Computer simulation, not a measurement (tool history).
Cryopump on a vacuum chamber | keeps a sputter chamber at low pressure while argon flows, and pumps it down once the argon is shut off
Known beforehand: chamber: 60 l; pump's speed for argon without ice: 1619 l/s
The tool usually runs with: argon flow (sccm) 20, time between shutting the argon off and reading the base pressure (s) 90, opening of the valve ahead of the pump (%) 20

run,hour,argon flow (sccm),time between shutting the argon off and reading the base pressure (s),opening of the valve ahead of the pump (%),pressure while argon flows (Pa),pressure after the wait (uPa)
1,0.0,20,90,20,0.1079,2.91
2,59.6,20,90,20,0.1090,2.85
3,115.3,20,90,20,0.1079,2.91
4,208.0,20,90,20,0.1094,3.07
# hour 226.2: pump warmed up, emptied and cooled again
5,272.1,20,90,20,0.1054,2.79
6,355.6,20,90,20,0.1059,2.89
7,454.3,20,90,20,0.1055,2.92
# hour 465.5: leaking fittings of the chamber tightened, without venting
8,518.5,20,90,39,0.0542,1.26
9,578.3,20,90,39,0.0548,1.30
10,698.7,20,90,39,0.0552,1.40
11,788.5,20,90,39,0.0557,1.44
12,846.9,20,90,20,0.1075,1.51
13,901.4,20,145,20,0.1071,1.18
14,1021.3,20,145,20,0.1076,1.22
15,1135.1,20,145,20,0.1078,1.36
16,1188.4,20,145,20,0.1080,1.36
17,1293.2,20,145,20,0.1081,1.49
18,1355.2,20,51,36,0.0624,2.64
19,1422.6,28,43,20,0.1518,3.07
# hour 1476.6: pump warmed up, emptied and cooled again
20,1547.1,29,90,53,0.0586,1.87
21,1643.8,15,90,22,0.0717,1.97
22,1735.6,10,61,22,0.0481,2.53
23,1856.4,11,209,26,0.0442,1.57
24,1926.0,37,146,18,0.2183,1.84
25,2051.4,37,22,28,0.1425,5.54
26,2107.2,12,50,52,0.0255,3.20
27,2217.1,26,146,53,0.0546,2.12

Run 28, settings as shown, results not yet in. Your forecast:
28,2310.5,21,45,53,?,?

pressure while argon flows (Pa): 0.0438
pressure after the wait (uPa): 3.50
With the hidden condition absent and the run-to-run variation left alone, this run would have shown pressure while argon flows (Pa) 0.0406, pressure after the wait (uPa) 2.15.

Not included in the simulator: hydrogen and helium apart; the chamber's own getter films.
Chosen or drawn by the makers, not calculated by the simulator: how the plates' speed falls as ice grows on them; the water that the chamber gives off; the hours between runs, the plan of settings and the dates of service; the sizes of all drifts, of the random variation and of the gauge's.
